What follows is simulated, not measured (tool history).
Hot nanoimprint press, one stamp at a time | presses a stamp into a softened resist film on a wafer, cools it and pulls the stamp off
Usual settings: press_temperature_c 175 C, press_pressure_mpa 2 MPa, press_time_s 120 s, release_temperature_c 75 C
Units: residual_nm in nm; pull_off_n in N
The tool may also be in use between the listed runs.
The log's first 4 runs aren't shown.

Run 5, hour 25: usual settings but release_temperature_c 67 C. Result: residual_nm 130.7 nm, pull_off_n 178 N.
Run 6, hour 29.8: usual settings but release_temperature_c 67 C. Result: residual_nm 130.5 nm, pull_off_n 184 N.
Run 7, hour 34.9: usual settings but release_temperature_c 67 C. Result: residual_nm 130.3 nm, pull_off_n 182 N.
Run 8, hour 39.1: usual settings. Result: residual_nm 130.7 nm, pull_off_n 159 N.
At hour 42.6: plate thermocouple calibrated.
Run 9, hour 50.9: usual settings. Result: residual_nm 129.2 nm, pull_off_n 160 N.
Run 10, hour 57.2: usual settings. Result: residual_nm 129.9 nm, pull_off_n 155 N.
Run 11, hour 62.4: usual settings. Result: residual_nm 129.9 nm, pull_off_n 159 N.
Run 12, hour 67.4: usual settings. Result: residual_nm 129.4 nm, pull_off_n 158 N.
Run 13, hour 72.4: usual settings. Result: residual_nm 129.9 nm, pull_off_n 163 N.
Run 14, hour 78: usual settings. Result: residual_nm 129.6 nm, pull_off_n 166 N.
Run 15, hour 85.4: usual settings. Result: residual_nm 129.8 nm, pull_off_n 163 N.
Run 16, hour 92.2: usual settings but press_temperature_c 170 C, release_temperature_c 78 C. Result: residual_nm 168.5 nm, pull_off_n 155 N.
At hour 101.9: plate thermocouple calibrated, once more.
Run 17, hour 102.6: usual settings but press_temperature_c 170 C, release_temperature_c 78 C. Result: residual_nm 174.2 nm, pull_off_n 154 N.
Run 18, hour 109: usual settings but press_temperature_c 170 C, press_time_s 106 s, release_temperature_c 78 C. Result: residual_nm 181.2 nm, pull_off_n 164 N.
Run 19, hour 117: usual settings but press_temperature_c 170 C, press_time_s 106 s, release_temperature_c 78 C. Result: residual_nm 180.6 nm, pull_off_n 157 N.
Run 20, hour 121.4: usual settings but press_temperature_c 170 C, press_time_s 106 s, release_temperature_c 78 C. Result: residual_nm 181 nm, pull_off_n 161 N.
Run 21, hour 127.6: usual settings but press_temperature_c 170 C, press_time_s 106 s, release_temperature_c 78 C. Result: residual_nm 181.3 nm, pull_off_n 158 N.

Run 22 comes next. What will it give?
Run 22, hour 136: usual settings but press_temperature_c 170 C, press_pressure_mpa 2.1 MPa, press_time_s 104 s, release_temperature_c 63 C. Result: residual_nm ?, pull_off_n ?.

{"run 22": {"residual_nm": 178.1, "pull_off_n": 207}}
Without the tool's hidden state the same run would have given residual_nm 179.2 nm, pull_off_n 157 N.
